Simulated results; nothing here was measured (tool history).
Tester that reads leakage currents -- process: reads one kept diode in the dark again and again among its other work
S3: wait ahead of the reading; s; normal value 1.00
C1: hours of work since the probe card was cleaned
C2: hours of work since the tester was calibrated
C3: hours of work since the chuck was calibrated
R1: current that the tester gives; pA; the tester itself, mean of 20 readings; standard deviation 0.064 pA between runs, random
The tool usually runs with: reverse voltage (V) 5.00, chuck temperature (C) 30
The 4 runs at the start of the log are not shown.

Run 5, day 6.821: usual settings; C1 801; C2 1167; C3 249. Result: R1 16.26 pA.
Run 6, day 8.425: usual settings but chuck temperature (C) 41; C1 826; C2 1193; C3 274. Result: R1 34.60 pA.
Run 7, day 9.671: usual settings but chuck temperature (C) 41; C1 846; C2 1212; C3 294. Result: R1 34.53 pA.
Run 8, day 11.617: usual settings but chuck temperature (C) 41; C1 877; C2 1243; C3 324. Result: R1 34.58 pA.
Run 9, day 13.117: usual settings but chuck temperature (C) 41; C1 900; C2 1266; C3 348. Result: R1 34.75 pA.
Run 10, day 14.904: usual settings but reverse voltage (V) 7.00; C1 928; C2 1294; C3 376. Result: R1 20.17 pA.
Run 11, day 17.217: usual settings; C1 965; C2 1331; C3 412. Result: R1 16.71 pA.
Run 12, day 18.767: usual settings; C1 989; C2 1355; C3 437. Result: R1 16.78 pA.
Run 13, day 20.717: usual settings; C1 1020; C2 1386; C3 468. Result: R1 16.85 pA.
Run 14, day 22.217: usual settings but S3 0.37 s; C1 1043; C2 1409; C3 491. Result: R1 19.50 pA.
Run 15, day 23.750: usual settings but S3 0.37 s; C1 1067; C2 1434; C3 515. Result: R1 19.37 pA.
Run 16, day 25.971: usual settings; C1 1102; C2 1469; C3 550. Result: R1 17.03 pA.
Run 17, day 28.279: usual settings; C1 1139; C2 1505; C3 586. Result: R1 17.06 pA.
Run 18, day 29.508: usual settings; C1 1158; C2 1524; C3 606. Result: R1 17.03 pA.
At day 29.917: probe card cleaned and baked.
Run 19, day 31.633: usual settings but S3 0.48 s; C1 27; C2 1556; C3 637. Result: R1 13.50 pA.
Run 20, day 32.867: usual settings but S3 0.48 s; C1 46; C2 1575; C3 657. Result: R1 13.52 pA.
Run 21, day 34.104: usual settings but S3 6.20 s; C1 66; C2 1594; C3 676. Result: R1 10.58 pA.
Run 22, day 36.350: usual settings but S3 6.20 s; C1 101; C2 1630; C3 711. Result: R1 10.76 pA.
Run 23, day 37.292: usual settings but reverse voltage (V) 7.62, chuck temperature (C) 28, S3 4.63 s; C1 116; C2 1645; C3 726. Result: R1 10.89 pA.
Run 24, day 38.671: usual settings but reverse voltage (V) 7.62, chuck temperature (C) 28, S3 4.63 s; C1 138; C2 1666; C3 748. Result: R1 11.10 pA.
Run 25, day 39.829: usual settings but reverse voltage (V) 13.34, chuck temperature (C) 28, S3 1.28 s; C1 156; C2 1684; C3 766. Result: R1 16.46 pA.
Run 26, day 41.938: usual settings but reverse voltage (V) 3.54, chuck temperature (C) 34; C1 189; C2 1718; C3 799. Result: R1 14.29 pA.
Run 27, day 42.975: usual settings but reverse voltage (V) 3.54, chuck temperature (C) 34; C1 205; C2 1734; C3 816. Result: R1 14.25 pA.
Run 28, day 44.208: usual settings but chuck temperature (C) 28; C1 225; C2 1753; C3 835. Result: R1 10.66 pA.

Predict the results of run 29:
At day 45.038: chuck's temperature calibrated.
Run 29, day 45.396: usual settings but reverse voltage (V) 11.13; C1 242; C2 1771; C3 6. Result: R1 ?.

R1: 21.48 pA
If the tool had no hidden condition, the same run with the same run-to-run variation would have returned R1 18.83 pA.
